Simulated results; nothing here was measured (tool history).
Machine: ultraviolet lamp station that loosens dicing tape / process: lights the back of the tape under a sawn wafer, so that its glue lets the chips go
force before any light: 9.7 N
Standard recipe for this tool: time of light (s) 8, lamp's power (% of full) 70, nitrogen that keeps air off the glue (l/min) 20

run	hour	time of light (s)	lamp's power (% of full)	nitrogen that keeps air off the glue (l/min)	force that peels the tape off (N)	light that reached the tape (J/m2)
1	0	8	70	20	1.715	1650
2	14.5	8	95	20	1.038	2210
3	24.8	8	95	20	0.99	2160
4	41.1	8	95	20	1.07	2170
5	57.2	8	95	20	1.053	2120
6	68.3	8	95	20	1.106	2090
# hour 81.7: window cleaned of glue's vapour
7	83.5	8	95	20	1.182	2030
8	97.4	8	95	20	1.171	1970
9	107	8	70	20	1.937	1480
10	116.9	8	70	20	1.985	1490
11	130.6	8	70	20	2.105	1450
# hour 133.7: window cleaned of glue's vapour, once more
12	139.2	8	70	20	1.445	1770
13	148.7	8	74	20	1.296	1880
14	164.4	8	70	20	1.424	1770
15	180.9	8	70	11	2.091	1790
16	191.4	8	70	11	2.25	1750
17	205.4	8	70	20	1.511	1740
18	223.8	8	70	20	1.553	1700
19	238.5	8	70	20	1.574	1710
20	254.8	8	70	20	1.577	1680
21	274	8	70	20	1.647	1650
22	290.1	4	69	27	3.609	810
23	307.5	7	84	20	1.546	1690
24	323.2	14	71	16	0.666	2900
25	333.8	5	91	9	3.42	1320
26	342.9	5	91	9	3.381	1310
27	358.4	9	61	9	2.759	1600
28	366.8	12	61	9	1.949	2070
29	383.1	12	74	39	0.508	2510
30	392.6	10	74	12	1.639	2100
31	410.2	11	70	11	1.64	2150
32	427.1	11	70	11	1.673	2100
33	444.4	11	73	11	1.49	2230
34	453.6	4	73	32	3.598	800
35	465.4	5	70	20	3.449	930
36	482.4	15	70	20	0.622	2780
37	499	6	93	20	1.941	1500
38	515.2	14	72	20	0.706	2630
39	525.5	6	64	16	3.504	1010
40	533.8	16	64	16	0.827	2580
41	544.3	8	69	20	2.198	1440
42	563.3	8	69	20	2.118	1380

Forecast each of these 5 alternatives for the next run:
A	575.1	8	72	29	?	?
B	575.1	6	65	32	?	?
C	575.1	9	68	13	?	?
D	575.1	8	74	22	?	?
E	575.1	8	85	20	?	?

run	force that peels the tape off (N)	light that reached the tape (J/m2)
A	1.686	1390
B	2.641	980
C	2.51	1560
D	1.855	1520
E	1.586	1710
What these runs would have given with no unlogged condition in the tool:
run	force that peels the tape off (N)	light that reached the tape (J/m2)
A	0.701	2280
B	1.304	1580
C	1.167	2500
D	0.789	2440
E	0.654	2760
